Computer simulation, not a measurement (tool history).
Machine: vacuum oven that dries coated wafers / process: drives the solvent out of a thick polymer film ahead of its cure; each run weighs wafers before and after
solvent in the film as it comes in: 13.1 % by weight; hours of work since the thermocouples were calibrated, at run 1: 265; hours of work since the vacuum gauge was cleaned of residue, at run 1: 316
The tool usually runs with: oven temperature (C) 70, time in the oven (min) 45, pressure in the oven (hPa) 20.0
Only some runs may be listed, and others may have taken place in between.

run,hour,oven temperature (C),time in the oven (min),pressure in the oven (hPa),hours of work since the thermocouples were calibrated,hours of work since the vacuum gauge was cleaned of residue,solvent left in the film (%)
1,0.0,70,45,20.0,265,316,5.14
2,26.2,70,45,20.0,284,335,4.91
3,44.9,70,45,20.0,297,349,5.03
4,64.5,70,45,10.3,311,363,3.71
5,79.4,70,45,10.3,322,374,3.70
6,95.5,70,45,10.3,334,386,3.64
7,111.8,70,45,10.3,345,397,3.79
8,130.1,68,45,20.0,359,410,5.67
9,155.4,68,45,20.0,377,429,5.71
10,175.2,70,45,33.0,391,443,6.80
11,196.9,70,54,10.2,407,459,3.13
12,220.6,55,27,42.1,424,476,13.27
13,246.4,70,56,60.7,443,495,10.52
14,267.0,70,56,60.7,458,509,10.55
15,286.4,70,56,60.7,472,523,10.55
16,306.2,70,56,60.7,486,538,10.54

5 options for the next run, each taken on its own from the tool as it stands now. Forecast them:
A,333.5,70,56,18.8,506,558,?
B,333.5,76,24,40.7,506,558,?
C,333.5,70,43,67.4,506,558,?
D,333.5,70,32,56.8,506,558,?
E,333.5,67,29,74.7,506,558,?

run,solvent left in the film (%)
A,4.37
B,7.11
C,11.73
D,10.52
E,13.16
Take away the tool's hidden state, keep each run's random variation, and the runs would have read:
run,solvent left in the film (%)
A,4.37
B,7.10
C,11.73
D,10.51
E,13.16
